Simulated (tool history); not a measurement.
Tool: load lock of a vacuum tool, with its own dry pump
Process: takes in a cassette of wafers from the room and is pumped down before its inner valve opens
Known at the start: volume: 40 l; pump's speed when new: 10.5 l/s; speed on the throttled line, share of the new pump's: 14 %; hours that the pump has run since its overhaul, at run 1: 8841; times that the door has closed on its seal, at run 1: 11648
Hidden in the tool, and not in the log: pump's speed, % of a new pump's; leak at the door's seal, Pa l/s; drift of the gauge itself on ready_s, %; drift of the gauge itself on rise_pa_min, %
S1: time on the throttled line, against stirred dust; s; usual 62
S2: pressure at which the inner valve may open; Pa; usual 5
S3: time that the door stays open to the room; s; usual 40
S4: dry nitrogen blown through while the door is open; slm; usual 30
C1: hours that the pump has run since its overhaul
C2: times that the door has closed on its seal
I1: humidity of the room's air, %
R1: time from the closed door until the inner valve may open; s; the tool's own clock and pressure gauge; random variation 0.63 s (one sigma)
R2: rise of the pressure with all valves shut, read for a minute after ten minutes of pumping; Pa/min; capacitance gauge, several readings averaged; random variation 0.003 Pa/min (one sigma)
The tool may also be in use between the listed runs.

run	hour	S1	S2	S3	S4	C1	C2	I1	R1	R2
1	0.0	62	5	40	30	8841	11648	45.8	94.9	0.083
2	116.8	62	5	40	30	8958	12075	48.2	94.5	0.084
3	222.2	62	5	40	30	9063	12460	45.3	94.8	0.086
4	313.1	62	5	40	30	9154	12792	48.1	95.3	0.094
5	403.1	62	5	40	30	9244	13120	43.5	94.7	0.084
6	490.8	62	5	40	6	9332	13441	44.3	94.8	0.115
7	592.6	62	5	40	6	9434	13813	44.1	95.6	0.122
8	692.8	62	5	40	30	9534	14179	43.5	95.2	0.098
9	750.5	62	5	40	18	9592	14389	44.7	96.1	0.107
10	799.4	62	5	40	30	9641	14568	45.3	94.5	0.096
11	861.4	62	5	40	30	9703	14794	46.0	95.1	0.105
12	966.9	62	5	40	30	9808	15180	46.7	95.2	0.105
13	1079.9	62	5	26	30	9921	15593	46.3	95.3	0.106
14	1146.0	62	5	26	30	9987	15834	45.3	95.4	0.106
15	1215.4	62	5	26	30	10057	16087	47.4	96.2	0.107
16	1303.1	62	5	40	7	10144	16408	45.5	95.9	0.139
17	1372.9	56	5	40	7	10214	16663	43.2	90.4	0.138
18	1473.2	102	5	40	30	10314	17029	44.7	129.0	0.115
19	1529.0	102	5	40	30	10370	17233	44.5	128.1	0.121
20	1578.9	62	5	46	4	10420	17415	43.0	94.9	0.146
21	1657.4	62	5	46	4	10499	17702	44.7	95.9	0.154
22	1727.7	62	7	40	30	10569	17958	43.0	95.0	0.123
23	1840.1	62	7	40	30	10681	18369	46.2	94.2	0.126
24	1909.8	78	7	29	17	10751	18623	44.0	108.2	0.132
25	1982.3	78	7	29	17	10823	18888	44.2	108.0	0.139
26	2072.6	82	9	236	19	10914	19218	46.4	109.4	0.201
27	2161.1	57	5	62	41	11002	19541	42.1	91.1	0.142
28	2234.4	62	4	99	30	11076	19809	45.0	96.7	0.150
29	2345.9	62	4	99	30	11187	20217	45.0	97.5	0.164
30	2442.5	87	5	40	6	11284	20569	44.3	116.6	0.171
31	2542.7	87	5	40	6	11384	20935	45.8	117.4	0.169
32	2638.6	122	5	30	30	11480	21286	44.5	146.7	0.145
33	2697.5	122	5	30	30	11539	21501	45.7	146.4	0.154
34	2793.3	122	5	30	30	11634	21850	42.5	147.8	0.154
35	2886.0	122	5	30	30	11727	22189	47.6	147.4	0.163
36	2990.0	122	5	30	30	11831	22569	45.3	146.7	0.162
37	3074.1	62	6	40	6	11915	22876	46.9	94.8	0.191

Forecast each of these 3 alternatives for the next run:
A	3173.6	49	6	40	25	12015	23240	43.9	?	?
B	3173.6	62	6	100	6	12015	23240	47.5	?	?
C	3173.6	62	8	40	6	12015	23240	45.9	?	?

run	R1	R2
A	83.6	0.169
B	94.7	0.233
C	93.7	0.196
Without the tool's hidden state the same runs would have given:
run	R1	R2
A	79.1	0.028
B	90.4	0.090
C	89.6	0.055

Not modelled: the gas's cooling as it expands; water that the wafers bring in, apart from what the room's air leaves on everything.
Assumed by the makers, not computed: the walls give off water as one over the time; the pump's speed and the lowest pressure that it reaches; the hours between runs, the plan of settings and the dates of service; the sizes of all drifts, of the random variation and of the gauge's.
